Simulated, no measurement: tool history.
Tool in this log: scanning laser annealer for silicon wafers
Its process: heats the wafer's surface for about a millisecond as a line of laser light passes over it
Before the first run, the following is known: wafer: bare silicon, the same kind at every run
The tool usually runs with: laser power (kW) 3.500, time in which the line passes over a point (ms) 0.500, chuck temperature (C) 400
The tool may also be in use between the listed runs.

run	day	laser power (kW)	time in which the line passes over a point (ms)	chuck temperature (C)	highest temperature of the surface (C)
1	0.000	3.500	0.500	400	1191
2	2.017	3.500	0.500	400	1186
3	3.354	3.500	0.524	400	1209
4	4.917	3.500	0.524	400	1209
5	6.812	3.500	0.367	400	1051
6	9.396	3.500	0.500	400	1177
7	11.412	3.006	0.500	400	1035
8	12.646	3.006	0.500	429	1060
9	14.662	3.006	0.500	429	1059
10	16.525	3.006	0.500	429	1058
11	18.246	3.500	0.500	400	1170
12	19.471	3.500	0.500	400	1168
# day 19.954: window over the wafer cleaned
13	21.858	3.500	0.500	400	1187
14	24.388	3.500	0.500	400	1186
15	26.021	3.500	0.500	430	1215
16	27.179	3.500	0.500	404	1184
17	28.433	3.500	0.500	423	1203
18	29.650	3.500	0.500	423	1202
19	31.671	3.560	0.500	423	1221
20	33.367	3.560	0.500	423	1214
# day 34.808: optics aligned, line set to its width
21	35.767	3.560	0.589	423	1321
22	37.846	3.560	0.589	423	1319
23	39.812	3.560	0.589	423	1319

Forecast run 24:
24	41.538	3.500	0.358	440	?

{"run 24": {"highest temperature of the surface (C)": 1087}}
Without the tool's hidden state the same run would have given highest temperature of the surface (C) 1107.
